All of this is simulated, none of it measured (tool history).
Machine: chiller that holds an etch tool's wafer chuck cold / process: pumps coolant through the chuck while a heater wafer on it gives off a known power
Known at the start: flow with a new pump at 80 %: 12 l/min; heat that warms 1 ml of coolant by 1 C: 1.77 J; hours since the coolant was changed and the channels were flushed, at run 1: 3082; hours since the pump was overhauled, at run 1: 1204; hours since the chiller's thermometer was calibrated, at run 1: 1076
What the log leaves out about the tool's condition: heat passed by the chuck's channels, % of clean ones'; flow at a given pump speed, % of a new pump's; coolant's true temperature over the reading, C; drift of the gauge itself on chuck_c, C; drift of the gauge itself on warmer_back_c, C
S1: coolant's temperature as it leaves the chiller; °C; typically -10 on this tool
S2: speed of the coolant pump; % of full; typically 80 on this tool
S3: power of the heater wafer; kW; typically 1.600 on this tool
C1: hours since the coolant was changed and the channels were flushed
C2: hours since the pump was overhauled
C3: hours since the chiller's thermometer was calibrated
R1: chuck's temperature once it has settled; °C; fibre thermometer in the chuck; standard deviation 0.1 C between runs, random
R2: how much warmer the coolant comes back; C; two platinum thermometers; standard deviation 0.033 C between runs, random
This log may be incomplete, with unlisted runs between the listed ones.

run     day   S1  S2     S3    C1    C2    C3    R1    R2
  1   0.000  -10  80  1.600  3082  1204  1076   2.5  4.60
  2   1.400  -10  80  1.600  3115  1237  1110   2.5  4.64
  3   2.271  -10  80  1.600  3136  1258  1131   2.4  4.59
  4   3.425  -10  80  1.600  3164  1286  1158   2.4  4.64
  5   4.171  -10  80  1.600  3182  1304  1176   2.3  4.59
  6   5.304  -12  80  1.600  3209  1331  1203   0.4  4.66
  7   6.733  -10  80  1.600  3243  1365  1238   2.6  4.58
  8   7.971  -10  80  1.600  3273  1395  1268   2.6  4.61
  9   8.946  -10  72  1.600  3296  1419  1291   4.0  5.11
 10  10.350  -10  72  1.600  3330  1452  1325   3.9  5.13
 11  11.504  -10  72  1.600  3358  1480  1352   3.7  5.21
 12  12.262  -10  72  1.600  3376  1498  1370   3.9  5.21
 13  13.071  -10  72  1.600  3395  1518  1390   3.9  5.20
 14  13.742  -10  72  1.600  3411  1534  1406   3.9  5.18
 15  14.467  -10  72  1.600  3429  1551  1423   3.9  5.19
 16  15.725  -10  72  1.600  3459  1581  1454   3.9  5.17
 17  16.433  -10  72  1.600  3476  1598  1471   3.9  5.20
 18  17.667  -20  72  1.908  3506  1628  1500  -3.4  6.11
 19  18.925  -10  76  0.914  3536  1658  1530  -2.4  2.83
 20  19.746  -10  76  0.914  3555  1678  1550  -2.3  2.79
 21  20.408  -10  76  0.914  3571  1694  1566  -2.4  2.85
 22  21.171  -10  76  0.914  3590  1712  1584  -2.5  2.82
 23  22.050  -14  61  1.479  3611  1733  1605   1.0  5.78
 24  22.812  -14  61  1.479  3629  1751  1624   1.2  5.70
 25  23.950  -19  82  1.403  3656  1779  1651  -8.0  3.95
 26  25.533  -19  82  1.403  3694  1817  1689  -8.1  4.00
 27  26.433  -19  82  1.403  3716  1838  1711  -8.1  3.99
 28  27.117   -4  67  1.832  3732  1855  1727  13.4  6.48
 29  27.838   -4  67  1.832  3750  1872  1744  13.2  6.49
 30  29.450   -3  72  1.835  3788  1911  1783  13.2  5.98

How would selected steps in R1 from run to run divide? Give the signed amount a tool lacking its hidden state would still show from settings, what came in and random variation, and the signed amount left for the hidden state, including any gauge scatter that is not in both of the compared results.
Run 17 -> 18: S1 -10 -> -20, S3 1.600 -> 1.908. R1 -7.3 °C: hidden state +0.3, all else -7.6.
Run 18 -> 19: S1 -20 -> -10, S2 72 -> 76, S3 1.908 -> 0.914. R1 +1.0 °C: hidden state -0.8, all else +1.8.
Run 22 -> 23: S1 -10 -> -14, S2 76 -> 61, S3 0.914 -> 1.479. R1 +3.5 °C: hidden state +0.7, all else +2.8.
Run 24 -> 25: S1 -14 -> -19, S2 61 -> 82, S3 1.479 -> 1.403. R1 -9.2 °C: hidden state -0.3, all else -8.9.
Run 27 -> 28: S1 -19 -> -4, S2 82 -> 67, S3 1.403 -> 1.832. R1 +21.5 °C: hidden state +0.7, all else +20.8.
